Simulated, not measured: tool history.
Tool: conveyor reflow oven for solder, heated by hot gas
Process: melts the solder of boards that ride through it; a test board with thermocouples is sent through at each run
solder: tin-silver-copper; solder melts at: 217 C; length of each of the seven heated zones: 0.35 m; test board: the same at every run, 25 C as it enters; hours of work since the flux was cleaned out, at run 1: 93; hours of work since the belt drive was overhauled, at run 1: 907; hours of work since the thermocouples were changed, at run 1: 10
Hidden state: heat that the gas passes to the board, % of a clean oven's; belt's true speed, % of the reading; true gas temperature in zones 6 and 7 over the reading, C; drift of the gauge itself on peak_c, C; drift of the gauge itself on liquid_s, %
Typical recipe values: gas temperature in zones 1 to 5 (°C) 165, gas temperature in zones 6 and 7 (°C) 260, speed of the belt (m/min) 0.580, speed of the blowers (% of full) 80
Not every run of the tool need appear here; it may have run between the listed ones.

| run | hour | gas temperature in zones 1 to 5 (°C) | gas temperature in zones 6 and 7 (°C) | speed of the belt (m/min) | speed of the blowers (% of full) | hours of work since the flux was cleaned out | hours of work since the belt drive was overhauled | hours of work since the thermocouples were changed | highest temperature of the board (°C) | time above the solder's melting point (s) |
|---|---|---|---|---|---|---|---|---|---|---|
| 1 | 0.0 | 165 | 260 | 0.580 | 80 | 93 | 907 | 10 | 240.1 | 40.8 |
| 2 | 48.0 | 165 | 260 | 0.674 | 80 | 116 | 931 | 34 | 234.0 | 28.0 |
| 3 | 76.2 | 165 | 260 | 0.674 | 80 | 130 | 944 | 48 | 233.0 | 26.9 |
| 4 | 129.4 | 154 | 260 | 0.580 | 80 | 156 | 970 | 74 | 236.6 | 33.7 |
|  | 179.0 | flux residue cleaned out of gas plates and filters |
| 5 | 180.7 | 165 | 260 | 0.580 | 60 | 1 | 993 | 96 | 233.3 | 31.7 |
| 6 | 205.3 | 165 | 260 | 0.580 | 60 | 13 | 1005 | 108 | 233.5 | 31.1 |
| 7 | 245.8 | 165 | 260 | 0.580 | 88 | 33 | 1025 | 128 | 238.1 | 38.5 |
| 8 | 298.1 | 165 | 260 | 0.580 | 88 | 58 | 1050 | 154 | 237.8 | 37.2 |
| 9 | 348.3 | 165 | 260 | 0.580 | 62 | 83 | 1075 | 178 | 232.7 | 30.0 |
| 10 | 402.1 | 165 | 260 | 0.580 | 62 | 109 | 1101 | 204 | 232.3 | 29.3 |
| 11 | 451.8 | 165 | 260 | 0.580 | 80 | 133 | 1126 | 229 | 235.6 | 34.8 |
|  | 471.6 | flux residue cleaned out of gas plates and filters, once more |
| 12 | 486.5 | 173 | 260 | 0.580 | 80 | 7 | 1140 | 243 | 243.2 | 46.8 |
| 13 | 520.4 | 165 | 260 | 0.470 | 65 | 24 | 1157 | 260 | 245.3 | 58.4 |
| 14 | 558.0 | 165 | 260 | 0.636 | 80 | 42 | 1175 | 278 | 237.3 | 33.0 |
| 15 | 614.1 | 160 | 271 | 0.580 | 80 | 70 | 1202 | 306 | 248.0 | 47.5 |
| 16 | 665.7 | 165 | 260 | 0.696 | 80 | 95 | 1228 | 331 | 233.5 | 25.7 |
| 17 | 717.1 | 165 | 260 | 0.696 | 80 | 120 | 1253 | 356 | 233.1 | 25.3 |
|  | 748.9 | belt drive overhauled, speed set with a stopwatch |
| 18 | 755.9 | 175 | 260 | 0.582 | 80 | 137 | 3 | 373 | 241.0 | 43.4 |
| 19 | 808.3 | 174 | 260 | 0.606 | 50 | 163 | 29 | 399 | 232.7 | 30.6 |
|  | 844.0 | flux residue cleaned out of gas plates and filters |
| 20 | 844.0 | 174 | 260 | 0.606 | 50 | 0 | 44 | 414 | 234.4 | 31.8 |
| 21 | 874.3 | 174 | 272 | 0.606 | 73 | 15 | 59 | 428 | 249.0 | 47.6 |
| 22 | 917.2 | 163 | 252 | 0.524 | 54 | 36 | 80 | 449 | 232.5 | 33.2 |
| 23 | 948.7 | 163 | 252 | 0.524 | 54 | 51 | 95 | 465 | 231.7 | 32.4 |
| 24 | 1003.4 | 165 | 260 | 0.616 | 85 | 78 | 122 | 492 | 237.7 | 35.6 |

4 options for the next run, each taken on its own from the tool as it stands now. Forecast them:
| A | 1054.9 | 165 | 260 | 0.480 | 65 | 103 | 147 | 517 | ? | ? |
| B | 1054.9 | 165 | 271 | 0.627 | 89 | 103 | 147 | 517 | ? | ? |
| C | 1054.9 | 165 | 260 | 0.580 | 56 | 103 | 147 | 517 | ? | ? |
| D | 1054.9 | 165 | 271 | 0.616 | 52 | 103 | 147 | 517 | ? | ? |

| run | highest temperature of the board (°C) | time above the solder's melting point (s) |
|---|---|---|
| A | 243.3 | 53.8 |
| B | 246.1 | 41.6 |
| C | 234.3 | 32.1 |
| D | 239.0 | 34.1 |
With the hidden condition removed and each run's random variation left untouched, the same runs would have given:
| run | highest temperature of the board (°C) | time above the solder's melting point (s) |
|---|---|---|
| A | 243.7 | 54.6 |
| B | 247.2 | 42.7 |
| C | 235.0 | 33.3 |
| D | 239.9 | 35.2 |

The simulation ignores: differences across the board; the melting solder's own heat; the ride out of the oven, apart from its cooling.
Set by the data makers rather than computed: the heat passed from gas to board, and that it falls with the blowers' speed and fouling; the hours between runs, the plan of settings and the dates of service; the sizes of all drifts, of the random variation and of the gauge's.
